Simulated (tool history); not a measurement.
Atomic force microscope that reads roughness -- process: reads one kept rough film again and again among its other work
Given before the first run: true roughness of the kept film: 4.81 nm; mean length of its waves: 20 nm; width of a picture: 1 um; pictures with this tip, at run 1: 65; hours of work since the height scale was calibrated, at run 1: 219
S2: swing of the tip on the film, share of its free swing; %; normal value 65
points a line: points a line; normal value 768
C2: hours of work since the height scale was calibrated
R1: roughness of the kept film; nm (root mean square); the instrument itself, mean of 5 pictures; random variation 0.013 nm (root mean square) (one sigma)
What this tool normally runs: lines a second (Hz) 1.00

run 1 hour=0.0 | lines_a_second_(Hz)=1.00 S2=65 points_a_line=768 | pictures_with_this_tip=65 C2=219 | R1=3.108
run 2 hour=15.6 | lines_a_second_(Hz)=1.00 S2=65 points_a_line=768 | pictures_with_this_tip=98 C2=229 | R1=3.093
run 3 hour=40.8 | lines_a_second_(Hz)=1.00 S2=65 points_a_line=768 | pictures_with_this_tip=151 C2=244 | R1=3.092
run 4 hour=64.7 | lines_a_second_(Hz)=1.00 S2=65 points_a_line=768 | pictures_with_this_tip=202 C2=259 | R1=3.074
run 5 hour=75.7 | lines_a_second_(Hz)=1.00 S2=65 points_a_line=768 | pictures_with_this_tip=225 C2=266 | R1=3.105
run 6 hour=95.4 | lines_a_second_(Hz)=1.00 S2=65 points_a_line=768 | pictures_with_this_tip=267 C2=278 | R1=3.088
run 7 hour=112.0 | lines_a_second_(Hz)=1.00 S2=65 points_a_line=768 | pictures_with_this_tip=302 C2=288 | R1=3.076
run 8 hour=126.2 | lines_a_second_(Hz)=1.00 S2=65 points_a_line=768 | pictures_with_this_tip=332 C2=296 | R1=3.075
run 9 hour=144.8 | lines_a_second_(Hz)=1.00 S2=65 points_a_line=768 | pictures_with_this_tip=371 C2=308 | R1=3.090
-- hour=150.1 new tip fitted
run 10 hour=157.7 | lines_a_second_(Hz)=3.78 S2=65 points_a_line=768 | pictures_with_this_tip=16 C2=315 | R1=2.772
run 11 hour=168.5 | lines_a_second_(Hz)=3.78 S2=65 points_a_line=768 | pictures_with_this_tip=39 C2=322 | R1=2.749
run 12 hour=189.6 | lines_a_second_(Hz)=3.78 S2=65 points_a_line=768 | pictures_with_this_tip=83 C2=335 | R1=2.760
run 13 hour=209.7 | lines_a_second_(Hz)=1.00 S2=65 points_a_line=437 | pictures_with_this_tip=126 C2=347 | R1=3.082
run 14 hour=228.9 | lines_a_second_(Hz)=1.00 S2=65 points_a_line=258 | pictures_with_this_tip=166 C2=359 | R1=3.005
run 15 hour=252.0 | lines_a_second_(Hz)=1.49 S2=65 points_a_line=768 | pictures_with_this_tip=215 C2=373 | R1=3.038
run 16 hour=268.4 | lines_a_second_(Hz)=1.49 S2=65 points_a_line=768 | pictures_with_this_tip=250 C2=383 | R1=3.021
run 17 hour=293.7 | lines_a_second_(Hz)=1.49 S2=65 points_a_line=768 | pictures_with_this_tip=303 C2=398 | R1=3.028
run 18 hour=314.7 | lines_a_second_(Hz)=1.49 S2=65 points_a_line=768 | pictures_with_this_tip=348 C2=411 | R1=3.046
-- hour=332.1 new tip fitted
run 19 hour=334.5 | lines_a_second_(Hz)=1.49 S2=65 points_a_line=768 | pictures_with_this_tip=5 C2=423 | R1=3.031
run 20 hour=349.5 | lines_a_second_(Hz)=1.49 S2=65 points_a_line=768 | pictures_with_this_tip=37 C2=432 | R1=3.045
run 21 hour=373.7 | lines_a_second_(Hz)=1.00 S2=65 points_a_line=768 | pictures_with_this_tip=88 C2=447 | R1=3.098
run 22 hour=391.4 | lines_a_second_(Hz)=1.00 S2=65 points_a_line=768 | pictures_with_this_tip=125 C2=458 | R1=3.082
run 23 hour=405.4 | lines_a_second_(Hz)=1.00 S2=65 points_a_line=768 | pictures_with_this_tip=155 C2=466 | R1=3.096
run 24 hour=417.0 | lines_a_second_(Hz)=1.00 S2=65 points_a_line=576 | pictures_with_this_tip=179 C2=473 | R1=3.090
run 25 hour=434.5 | lines_a_second_(Hz)=1.00 S2=65 points_a_line=576 | pictures_with_this_tip=216 C2=484 | R1=3.085
run 26 hour=452.5 | lines_a_second_(Hz)=1.00 S2=65 points_a_line=768 | pictures_with_this_tip=254 C2=495 | R1=3.096
run 27 hour=468.5 | lines_a_second_(Hz)=1.00 S2=65 points_a_line=768 | pictures_with_this_tip=288 C2=505 | R1=3.081
run 28 hour=484.3 | lines_a_second_(Hz)=0.62 S2=65 points_a_line=768 | pictures_with_this_tip=321 C2=514 | R1=3.137
run 29 hour=505.4 | lines_a_second_(Hz)=1.23 S2=74 points_a_line=456 | pictures_with_this_tip=366 C2=527 | R1=2.935
-- hour=513.2 new tip fitted
run 30 hour=529.9 | lines_a_second_(Hz)=0.61 S2=88 points_a_line=456 | pictures_with_this_tip=36 C2=542 | R1=2.942
run 31 hour=549.7 | lines_a_second_(Hz)=1.13 S2=83 points_a_line=1016 | pictures_with_this_tip=77 C2=554 | R1=2.855
run 32 hour=564.4 | lines_a_second_(Hz)=0.65 S2=73 points_a_line=388 | pictures_with_this_tip=108 C2=563 | R1=3.063
run 33 hour=588.2 | lines_a_second_(Hz)=0.65 S2=73 points_a_line=388 | pictures_with_this_tip=159 C2=577 | R1=3.055
run 34 hour=611.4 | lines_a_second_(Hz)=1.00 S2=81 points_a_line=377 | pictures_with_this_tip=208 C2=591 | R1=2.878
run 35 hour=635.4 | lines_a_second_(Hz)=1.00 S2=81 points_a_line=377 | pictures_with_this_tip=258 C2=606 | R1=2.867
run 36 hour=656.7 | lines_a_second_(Hz)=1.93 S2=62 points_a_line=1014 | pictures_with_this_tip=303 C2=619 | R1=3.009
run 37 hour=674.6 | lines_a_second_(Hz)=0.81 S2=81 points_a_line=329 | pictures_with_this_tip=341 C2=630 | R1=2.912
run 38 hour=691.5 | lines_a_second_(Hz)=0.81 S2=81 points_a_line=329 | pictures_with_this_tip=377 C2=640 | R1=2.905
-- hour=694.0 new tip fitted
run 39 hour=706.2 | lines_a_second_(Hz)=1.00 S2=60 points_a_line=768 | pictures_with_this_tip=26 C2=649 | R1=3.149
run 40 hour=730.6 | lines_a_second_(Hz)=2.43 S2=70 points_a_line=601 | pictures_with_this_tip=77 C2=664 | R1=2.800
run 41 hour=752.6 | lines_a_second_(Hz)=1.57 S2=77 points_a_line=742 | pictures_with_this_tip=124 C2=677 | R1=2.824
run 42 hour=765.9 | lines_a_second_(Hz)=3.96 S2=79 points_a_line=258 | pictures_with_this_tip=152 C2=685 | R1=2.231

Run 43 has not been measured yet. What should we expect?
run 43 hour=786.6 | lines_a_second_(Hz)=0.72 S2=60 points_a_line=291 | pictures_with_this_tip=195 C2=698 | R1=?

Run 43 produced R1 3.072 nm (root mean square).
On a tool with no hidden condition, and with the same random variation, this run would have come out at R1 3.080 nm (root mean square).
